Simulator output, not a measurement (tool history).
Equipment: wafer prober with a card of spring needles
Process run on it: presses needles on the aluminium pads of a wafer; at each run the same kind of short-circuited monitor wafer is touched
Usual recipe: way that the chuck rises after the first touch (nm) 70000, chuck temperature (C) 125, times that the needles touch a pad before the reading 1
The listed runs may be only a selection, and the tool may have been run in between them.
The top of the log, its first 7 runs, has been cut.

run	hour	way that the chuck rises after the first touch (nm)	chuck temperature (C)	times that the needles touch a pad before the reading	touches since the tips were cleaned	cleanings since the card got new needles	touches since the first contact's height was set	resistance of one needle with its contact and lead (mohm)	way that a needle slides on the pad (nm)
# hour 57.6: tips cleaned on abrasive film
8	58.4	70000	125	1	314	87	183358	250	18120
# hour 62.9: tips cleaned on abrasive film
# hour 68.2: tips cleaned on abrasive film
9	68.2	70000	125	1	0	89	187062	248	18010
# hour 73.4: tips cleaned on abrasive film
10	77.8	70000	125	1	1720	90	190772	251	18130
# hour 78.5: tips cleaned on abrasive film
# hour 83.8: tips cleaned on abrasive film
11	84.1	70000	27	1	112	92	193138	223	18280
# hour 88.7: tips cleaned on abrasive film
# hour 94.0: tips cleaned on abrasive film
12	95.0	86000	27	1	365	94	197267	223	22370
# hour 99.4: tips cleaned on abrasive film
13	103.7	86000	27	1	1683	95	200611	220	22150
# hour 104.7: tips cleaned on abrasive film
# hour 109.5: tips cleaned on abrasive film
14	111.4	86000	27	1	715	97	203495	223	22320
# hour 114.9: tips cleaned on abrasive film
15	119.2	70000	125	1	1669	98	206489	251	18030
# hour 120.2: tips cleaned on abrasive film
# hour 125.2: tips cleaned on abrasive film
# hour 130.0: tips cleaned on abrasive film
16	131.2	81000	125	1	488	101	211047	245	21190
# hour 135.7: tips cleaned on abrasive film
17	138.6	81000	125	1	1109	102	213845	247	21130
# hour 140.9: tips cleaned on abrasive film
18	144.6	77000	125	1	1402	103	216125	252	19970
# hour 146.6: tips cleaned on abrasive film
# hour 151.7: tips cleaned on abrasive film
19	152.3	52000	70	2	225	105	219059	244	13520
# hour 156.7: tips cleaned on abrasive film
20	157.6	52000	70	2	328	106	221049	245	13530
# hour 162.3: tips cleaned on abrasive film
21	166.0	88000	67	2	1410	107	224263	232	22910
# hour 167.2: tips cleaned on abrasive film
# hour 172.8: tips cleaned on abrasive film
22	174.0	88000	67	2	457	109	227303	235	23040
# hour 178.1: tips cleaned on abrasive film
# hour 183.0: tips cleaned on abrasive film
23	184.0	51000	28	2	382	111	231099	234	13450
# hour 188.3: tips cleaned on abrasive film
# hour 193.5: tips cleaned on abrasive film
24	194.1	80000	100	2	237	113	234939	241	20580
# hour 198.4: tips cleaned on abrasive film
25	202.1	71000	84	1	1403	114	237981	239	18350
# hour 204.1: tips cleaned on abrasive film
# hour 209.1: tips cleaned on abrasive film
26	209.6	56000	125	3	195	116	240811	255	14480
# hour 214.2: tips cleaned on abrasive film
# hour 214.5: height of the first contact set anew
27	218.1	67000	63	1	1392	117	1392	236	17550
# hour 219.9: tips cleaned on abrasive film
# hour 224.8: tips cleaned on abrasive film
28	227.4	79000	90	2	1013	119	4904	243	20560
# hour 229.8: tips cleaned on abrasive film
29	233.0	79000	90	2	1243	120	7040	239	20210
# hour 235.3: tips cleaned on abrasive film
30	238.8	79000	90	2	1379	121	9255	239	20380
# hour 240.7: tips cleaned on abrasive film
# hour 246.3: tips cleaned on abrasive film
31	246.5	70000	103	2	84	123	12169	246	18160
# hour 251.3: tips cleaned on abrasive film
# hour 256.7: tips cleaned on abrasive film
32	257.1	72000	88	2	140	125	16185	243	18630

Predict each of these 3 candidate next runs independently; none follows another, all start after run 32:
# hour 262.5: tips cleaned on abrasive film
A	263.4	72000	70	1	326	126	18577	?	?
# hour 262.5: tips cleaned on abrasive film
B	263.4	54000	55	2	326	126	18577	?	?
# hour 262.5: tips cleaned on abrasive film
C	263.4	77000	27	2	326	126	18577	?	?

run	resistance of one needle with its contact and lead (mohm)	way that a needle slides on the pad (nm)
A	239	18490
B	239	14160
C	222	20210
With no hidden state in the tool, these same runs would have given:
run	resistance of one needle with its contact and lead (mohm)	way that a needle slides on the pad (nm)
A	238	18490
B	239	14160
C	222	20210
